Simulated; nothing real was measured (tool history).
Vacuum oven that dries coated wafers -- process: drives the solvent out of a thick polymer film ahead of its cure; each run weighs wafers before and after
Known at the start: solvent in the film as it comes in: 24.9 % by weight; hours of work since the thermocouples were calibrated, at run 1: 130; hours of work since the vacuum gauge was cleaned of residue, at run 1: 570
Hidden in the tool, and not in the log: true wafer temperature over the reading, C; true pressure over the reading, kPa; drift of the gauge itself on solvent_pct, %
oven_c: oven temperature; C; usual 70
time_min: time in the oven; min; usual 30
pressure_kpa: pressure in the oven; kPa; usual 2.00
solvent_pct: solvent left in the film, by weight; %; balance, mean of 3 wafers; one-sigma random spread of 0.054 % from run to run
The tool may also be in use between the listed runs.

| run | hour | oven_c | time_min | pressure_kpa | hours of work since the thermocouples were calibrated | hours of work since the vacuum gauge was cleaned of residue | solvent_pct |
|---|---|---|---|---|---|---|---|
| 1 | 0.0 | 70 | 30 | 2.00 | 130 | 570 | 2.35 |
| 2 | 8.6 | 70 | 43 | 2.00 | 135 | 575 | 1.65 |
| 3 | 21.1 | 70 | 43 | 2.00 | 144 | 584 | 1.67 |
| 4 | 41.5 | 70 | 43 | 2.00 | 157 | 597 | 1.77 |
| 5 | 54.3 | 70 | 17 | 2.00 | 166 | 606 | 4.82 |
|  | 57.6 | vacuum gauge cleaned of residue and calibrated |
| 6 | 75.8 | 70 | 30 | 2.00 | 179 | 12 | 2.34 |
| 7 | 91.9 | 70 | 30 | 2.00 | 190 | 23 | 2.25 |
| 8 | 107.1 | 70 | 30 | 2.00 | 200 | 33 | 2.37 |
|  | 116.9 | vacuum gauge cleaned of residue and calibrated, once more |
| 9 | 120.6 | 70 | 21 | 2.00 | 208 | 2 | 3.58 |
| 10 | 130.2 | 70 | 46 | 7.17 | 214 | 9 | 4.99 |
| 11 | 149.2 | 76 | 30 | 2.00 | 227 | 21 | 1.37 |
| 12 | 164.4 | 69 | 20 | 1.89 | 237 | 32 | 4.16 |
| 13 | 173.4 | 69 | 20 | 1.89 | 243 | 38 | 4.09 |
| 14 | 183.4 | 59 | 23 | 4.14 | 250 | 44 | 9.14 |
| 15 | 203.0 | 69 | 22 | 2.42 | 263 | 57 | 4.10 |
| 16 | 213.8 | 69 | 22 | 2.42 | 270 | 64 | 4.07 |
| 17 | 230.4 | 70 | 30 | 1.49 | 281 | 75 | 1.96 |
| 18 | 248.9 | 70 | 30 | 1.49 | 293 | 88 | 2.00 |

Per-run results on a tool with no hidden state, each run keeping its own random variation:
| run | solvent_pct |
|---|---|
| 1 | 2.13 |
| 2 | 1.49 |
| 3 | 1.51 |
| 4 | 1.61 |
| 5 | 4.49 |
| 6 | 2.10 |
| 7 | 2.01 |
| 8 | 2.12 |
| 9 | 3.32 |
| 10 | 4.78 |
| 11 | 1.27 |
| 12 | 3.86 |
| 13 | 3.79 |
| 14 | 8.68 |
| 15 | 3.79 |
| 16 | 3.76 |
| 17 | 1.77 |
| 18 | 1.80 |

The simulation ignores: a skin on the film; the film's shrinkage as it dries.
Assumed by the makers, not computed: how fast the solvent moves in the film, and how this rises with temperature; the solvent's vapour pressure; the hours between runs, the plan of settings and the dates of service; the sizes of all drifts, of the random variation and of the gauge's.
